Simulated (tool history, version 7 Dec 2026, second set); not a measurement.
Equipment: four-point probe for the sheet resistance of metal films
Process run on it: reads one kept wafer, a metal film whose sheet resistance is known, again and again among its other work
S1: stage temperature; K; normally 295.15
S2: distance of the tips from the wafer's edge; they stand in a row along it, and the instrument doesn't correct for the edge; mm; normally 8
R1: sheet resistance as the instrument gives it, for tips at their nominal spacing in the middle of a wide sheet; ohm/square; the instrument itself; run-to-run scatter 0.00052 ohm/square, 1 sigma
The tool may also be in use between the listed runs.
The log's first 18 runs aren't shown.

{"run": 19, "day": 10.417, "S1": 306.15, "S2": 13, "R1": 2.581407}
{"run": 20, "day": 11.05, "S1": 306.15, "S2": 36, "R1": 2.579664}
{"run": 21, "day": 11.542, "S1": 301.15, "S2": 9, "R1": 2.592246}
{"run": 22, "day": 12.15, "S1": 301.15, "S2": 9, "R1": 2.592305}
{"run": 23, "day": 12.458, "S1": 293.15, "S2": 46, "R1": 2.603599}
{"day": 12.554, "done": "stage's thermometer calibrated, once more"}
{"run": 24, "day": 12.912, "S1": 293.15, "S2": 46, "R1": 2.601704}
{"run": 25, "day": 13.521, "S1": 295.15, "S2": 7, "R1": 2.605463}
{"run": 26, "day": 14.208, "S1": 302.15, "S2": 11, "R1": 2.589479}

Run 27, settings as shown, results not yet in. Your forecast:
{"run": 27, "day": 14.617, "S1": 295.15, "S2": 4, "R1": "?"}

For run 27 the tool returned R1 2.620407 ohm/square.
Minus the tool's unlogged condition, the same run would have read R1 2.612811 ohm/square.
